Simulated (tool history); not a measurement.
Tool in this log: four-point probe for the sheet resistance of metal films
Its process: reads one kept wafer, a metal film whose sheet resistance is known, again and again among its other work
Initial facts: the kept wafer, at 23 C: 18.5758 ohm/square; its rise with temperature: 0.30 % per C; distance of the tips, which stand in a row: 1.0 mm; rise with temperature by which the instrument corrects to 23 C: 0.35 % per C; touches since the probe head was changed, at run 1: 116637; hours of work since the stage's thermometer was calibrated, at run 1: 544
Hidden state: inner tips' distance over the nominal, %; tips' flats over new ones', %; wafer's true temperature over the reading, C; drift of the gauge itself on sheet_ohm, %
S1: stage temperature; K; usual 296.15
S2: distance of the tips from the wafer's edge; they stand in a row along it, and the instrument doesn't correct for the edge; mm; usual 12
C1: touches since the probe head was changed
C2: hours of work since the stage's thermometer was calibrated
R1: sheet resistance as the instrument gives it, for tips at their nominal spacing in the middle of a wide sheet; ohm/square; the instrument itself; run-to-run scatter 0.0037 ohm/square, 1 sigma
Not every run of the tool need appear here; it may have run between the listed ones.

{"run": 1, "hour": 0.0, "S1": 296.15, "S2": 12, "C1": 116637, "C2": 544, "R1": 18.758616}
{"run": 2, "hour": 85.7, "S1": 296.15, "S2": 5, "C1": 120099, "C2": 608, "R1": 19.093509}
{"run": 3, "hour": 180.1, "S1": 296.15, "S2": 5, "C1": 123912, "C2": 677, "R1": 19.083594}
{"run": 4, "hour": 284.6, "S1": 303.15, "S2": 12, "C1": 128134, "C2": 755, "R1": 18.701686}
{"run": 5, "hour": 427.9, "S1": 293.15, "S2": 12, "C1": 133920, "C2": 861, "R1": 18.795778}
{"run": 6, "hour": 503.6, "S1": 293.15, "S2": 12, "C1": 136978, "C2": 917, "R1": 18.797103}
{"run": 7, "hour": 625.3, "S1": 293.15, "S2": 12, "C1": 141895, "C2": 1007, "R1": 18.802637}
{"run": 8, "hour": 739.9, "S1": 293.15, "S2": 12, "C1": 146522, "C2": 1092, "R1": 18.806512}
{"run": 9, "hour": 806.8, "S1": 294.15, "S2": 12, "C1": 149224, "C2": 1142, "R1": 18.807006}
{"hour": 935.1, "done": "stage's thermometer calibrated"}
{"run": 10, "hour": 951.0, "S1": 294.15, "S2": 12, "C1": 155030, "C2": 12, "R1": 18.834946}
{"run": 11, "hour": 1085.5, "S1": 294.15, "S2": 12, "C1": 160462, "C2": 111, "R1": 18.835571}
{"run": 12, "hour": 1174.6, "S1": 294.15, "S2": 12, "C1": 164060, "C2": 177, "R1": 18.840214}
{"run": 13, "hour": 1309.7, "S1": 294.15, "S2": 12, "C1": 169519, "C2": 278, "R1": 18.849367}
{"run": 14, "hour": 1369.2, "S1": 294.15, "S2": 12, "C1": 171921, "C2": 322, "R1": 18.842318}
{"run": 15, "hour": 1483.2, "S1": 294.15, "S2": 12, "C1": 176529, "C2": 406, "R1": 18.840584}
{"run": 16, "hour": 1577.7, "S1": 294.15, "S2": 12, "C1": 180345, "C2": 476, "R1": 18.855315}
{"run": 17, "hour": 1715.7, "S1": 296.15, "S2": 12, "C1": 185917, "C2": 579, "R1": 18.832007}
{"run": 18, "hour": 1788.9, "S1": 303.15, "S2": 12, "C1": 188876, "C2": 633, "R1": 18.76767}
{"hour": 1913.6, "done": "new probe head fitted"}
{"run": 19, "hour": 1913.6, "S1": 296.15, "S2": 12, "C1": 0, "C2": 724, "R1": 18.698169}
{"run": 20, "hour": 2034.9, "S1": 296.15, "S2": 12, "C1": 4899, "C2": 814, "R1": 18.698892}
{"run": 21, "hour": 2136.2, "S1": 296.15, "S2": 12, "C1": 8991, "C2": 889, "R1": 18.705721}
{"run": 22, "hour": 2227.1, "S1": 296.15, "S2": 71, "C1": 12663, "C2": 957, "R1": 18.636123}
{"run": 23, "hour": 2361.1, "S1": 292.15, "S2": 49, "C1": 18075, "C2": 1056, "R1": 18.680936}
{"run": 24, "hour": 2464.5, "S1": 295.15, "S2": 23, "C1": 22254, "C2": 1133, "R1": 18.666747}
{"run": 25, "hour": 2535.7, "S1": 295.15, "S2": 5, "C1": 25130, "C2": 1186, "R1": 19.040345}
{"hour": 2601.6, "done": "stage's thermometer calibrated"}
{"run": 26, "hour": 2666.1, "S1": 295.15, "S2": 5, "C1": 30374, "C2": 48, "R1": 19.076587}
{"run": 27, "hour": 2745.9, "S1": 300.15, "S2": 5, "C1": 33600, "C2": 107, "R1": 19.025722}
{"run": 28, "hour": 2829.6, "S1": 293.15, "S2": 28, "C1": 36980, "C2": 169, "R1": 18.712352}
{"run": 29, "hour": 2964.7, "S1": 296.15, "S2": 16, "C1": 42438, "C2": 269, "R1": 18.707877}
{"run": 30, "hour": 3064.5, "S1": 301.15, "S2": 43, "C1": 46467, "C2": 343, "R1": 18.639569}
{"run": 31, "hour": 3127.2, "S1": 293.15, "S2": 10, "C1": 49000, "C2": 390, "R1": 18.806731}
{"run": 32, "hour": 3225.5, "S1": 300.15, "S2": 16, "C1": 52971, "C2": 462, "R1": 18.686016}
{"run": 33, "hour": 3360.6, "S1": 302.15, "S2": 57, "C1": 58427, "C2": 563, "R1": 18.633409}
{"run": 34, "hour": 3474.8, "S1": 302.15, "S2": 3, "C1": 63040, "C2": 647, "R1": 19.684545}
{"run": 35, "hour": 3544.4, "S1": 293.15, "S2": 12, "C1": 65855, "C2": 699, "R1": 18.79235}
{"run": 36, "hour": 3659.7, "S1": 291.15, "S2": 19, "C1": 70510, "C2": 784, "R1": 18.768606}
{"run": 37, "hour": 3771.2, "S1": 296.15, "S2": 5, "C1": 75012, "C2": 867, "R1": 19.095617}
{"run": 38, "hour": 3902.5, "S1": 304.15, "S2": 12, "C1": 80318, "C2": 964, "R1": 18.690825}
{"run": 39, "hour": 3995.3, "S1": 292.15, "S2": 19, "C1": 84067, "C2": 1033, "R1": 18.762794}

What will run 40 give?
{"run": 40, "hour": 4097.6, "S1": 302.15, "S2": 4, "C1": 88197, "C2": 1109, "R1": "?"}

{"run 40": {"R1": 19.255153}}
With no hidden state in the tool, this same run would have given R1 19.123061 ohm/square.
